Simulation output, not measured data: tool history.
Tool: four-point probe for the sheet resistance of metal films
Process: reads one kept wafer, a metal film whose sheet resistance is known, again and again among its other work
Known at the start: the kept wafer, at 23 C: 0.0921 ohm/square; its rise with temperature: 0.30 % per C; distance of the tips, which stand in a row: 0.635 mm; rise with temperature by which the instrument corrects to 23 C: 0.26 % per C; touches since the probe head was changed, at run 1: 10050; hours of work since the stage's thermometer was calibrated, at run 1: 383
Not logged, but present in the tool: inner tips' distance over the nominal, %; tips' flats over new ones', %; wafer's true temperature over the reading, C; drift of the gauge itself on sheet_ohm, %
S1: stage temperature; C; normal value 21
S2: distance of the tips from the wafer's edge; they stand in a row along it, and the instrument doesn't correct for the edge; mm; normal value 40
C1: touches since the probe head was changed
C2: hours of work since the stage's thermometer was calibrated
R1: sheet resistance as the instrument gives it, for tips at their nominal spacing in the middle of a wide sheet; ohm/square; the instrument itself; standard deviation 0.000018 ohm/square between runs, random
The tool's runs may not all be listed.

run     day  S1  S2     C1   C2        R1
  1       0  21  40  10050  383  0.091974
  2   0.612  21  40  10359  392  0.092029
  3   1.721  21  40  10914  408  0.091979
  4   2.662  21  40  11389  421   0.09201
  5   3.675  21  40  11898  435  0.091993
  6   4.538  21  40  12330  448   0.09197
  7   5.188  21   7  12657  457  0.092415
  8   5.775  21   7  12951  465  0.092399
  9   6.738  21  40  13434  479   0.09199
 10   7.988  21  40  14064  497  0.092015
 11   9.092  21  40  14617  512  0.092002
 12  10.217  21  40  15182  528  0.092001
 13  11.358  31  40  15758  544  0.092335
 14  12.108  33  40  16134  555  0.092416
 15  12.825  21  16  16494  565  0.092045
 16  13.808  21  16  16988  579  0.092095
 17  14.888  21  16  17530  595  0.092063
 18    15.5  21  43  17838  603  0.091993
 19  16.408  21  43  18294  616  0.091993
 20  17.162  21  43  18673  627  0.092004
 21  18.008  30  40  19099  639  0.092309
 22  18.796  24  12  19493  650  0.092221
 23   19.85  25   3  20025  665  0.094319
 24  20.775  21   8  20488  678  0.092304
 25  21.379  21   8  20792  687  0.092339
 26  22.538  21   8  21375  703  0.092341
 27  23.133  21  10  21674  712  0.092188
 28  23.988  21  10  22103  724  0.092189
 29  25.275  30  61  22751  742  0.092348
 30   26.05  19  12  23139  753  0.092058
 31  27.258  19  12  23746  770   0.09206
 32  28.475  34  26  24358  787  0.092463
 33  29.442  26   4  24844  801   0.09338
 34  30.488  23   4  25370  816  0.093313
 35  31.679  28   8  25968  833  0.092534
 36  32.383  25   8  26322  843  0.092411
 37  33.658  28   3  26962  861  0.094414
 38  34.217  34   4  27243  869  0.093688

Selected run-to-run steps in R1, each split into two signed amounts: the part the tool would show with no hidden state at all (from settings, incoming material and random variation), and the remainder, which goes to the hidden state together with any gauge scatter not common to the measured and the hidden-state-free results:
Run 8 -> 9: S2 7 -> 40. R1 -0.000409 ohm/square: hidden state +0.000002, all else -0.000411.
Run 22 -> 23: S1 24 -> 25, S2 12 -> 3. R1 +0.002098 ohm/square: hidden state +0, all else +0.002098.
Run 23 -> 24: S1 25 -> 21, S2 3 -> 8. R1 -0.002015 ohm/square: hidden state +0.000002, all else -0.002017.
Run 28 -> 29: S1 21 -> 30, S2 10 -> 61. R1 +0.000159 ohm/square: hidden state +0.000002, all else +0.000157.
Run 36 -> 37: S1 25 -> 28, S2 8 -> 3. R1 +0.002003 ohm/square: hidden state +0, all else +0.002003.

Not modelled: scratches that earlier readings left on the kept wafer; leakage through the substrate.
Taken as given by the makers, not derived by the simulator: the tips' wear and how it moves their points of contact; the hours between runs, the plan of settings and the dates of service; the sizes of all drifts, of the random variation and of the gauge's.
